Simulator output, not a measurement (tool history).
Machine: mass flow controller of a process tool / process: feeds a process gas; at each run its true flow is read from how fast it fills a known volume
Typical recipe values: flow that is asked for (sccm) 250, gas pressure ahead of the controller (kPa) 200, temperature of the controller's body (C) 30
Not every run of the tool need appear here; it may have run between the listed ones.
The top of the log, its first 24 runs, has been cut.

run	day	flow that is asked for (sccm)	gas pressure ahead of the controller (kPa)	temperature of the controller's body (C)	hours of work since the controller was set to zero	hours of work since the controller was changed	true flow (%)
25	366.492	250	173	37	1938	1938	100.90
26	377.192	88	147	37	2055	2055	99.42
27	388.804	268	219	39	2181	2181	101.70
28	406.983	84	219	22	2378	2378	98.72
29	415.612	133	200	30	2472	2472	99.85
30	424.454	93	200	21	2568	2568	98.59
31	438.675	406	154	30	2722	2722	100.86
32	455.567	250	200	24	2905	2905	100.11
33	472.112	57	141	38	3085	3085	98.00
34	490.683	348	141	39	3287	3287	101.56
35	510.796	135	150	21	3505	3505	98.68
36	520.854	226	277	25	3614	3614	100.83

Each row is a separate what-if for the run after 36, all from the same tool condition, not one after another. Results?
A	535.579	75	147	27	3774	3774	?
B	535.579	56	206	36	3774	3774	?
C	535.579	226	277	27	3774	3774	?

run	true flow (%)
A	97.74
B	97.73
C	101.15
Stripped of hidden state, with their random variation kept, the same runs would have yielded:
run	true flow (%)
A	98.99
B	100.08
C	100.21
